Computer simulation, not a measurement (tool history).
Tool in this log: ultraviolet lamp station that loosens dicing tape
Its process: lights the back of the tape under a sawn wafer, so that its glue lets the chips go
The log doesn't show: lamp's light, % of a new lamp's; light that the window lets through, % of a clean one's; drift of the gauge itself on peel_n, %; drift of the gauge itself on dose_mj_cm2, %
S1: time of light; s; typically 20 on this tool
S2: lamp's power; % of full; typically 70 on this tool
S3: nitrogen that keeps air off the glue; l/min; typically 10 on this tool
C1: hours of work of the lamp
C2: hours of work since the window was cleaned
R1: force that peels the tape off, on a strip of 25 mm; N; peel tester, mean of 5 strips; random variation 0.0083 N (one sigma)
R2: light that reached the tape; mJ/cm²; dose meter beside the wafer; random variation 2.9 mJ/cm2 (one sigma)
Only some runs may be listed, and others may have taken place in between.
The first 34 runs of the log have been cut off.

run   hour  S1  S2  S3   C1   C2     R1   R2
 35  357.9  20  69   3  430   75  1.041  379
 36  372.1  26  84  13  437   82  0.174  599
 37  382.5  20  70  20  442   87  0.293  382
 38  393.6  20  70  20  447   92  0.281  380
 39  402.2  20  70  20  452   97  0.301  375
 40  409.8  20  70  20  455  100  0.295  370
 41  421.0  20  70  20  461  106  0.292  371
 42  431.8  20  70  20  466  111  0.306  373
 43  441.5  20  70  20  471  116  0.313  369

Below are 4 alternative next runs, each starting from the tool's condition after run 43. Predict each:
  A  454.6  15  66  13  478  123   ?   ?
  B  454.6  21  94   4  478  123   ?   ?
  C  454.6  11  70  10  478  123   ?   ?
  D  454.6  20  77  20  478  123   ?   ?

run     R1   R2
  A  0.841  259
  B  0.442  518
  C  1.449  198
  D  0.261  402
With no hidden state in the tool, these same runs would have given:
run     R1   R2
  A  0.604  306
  B  0.311  611
  C  1.111  235
  D  0.198  475

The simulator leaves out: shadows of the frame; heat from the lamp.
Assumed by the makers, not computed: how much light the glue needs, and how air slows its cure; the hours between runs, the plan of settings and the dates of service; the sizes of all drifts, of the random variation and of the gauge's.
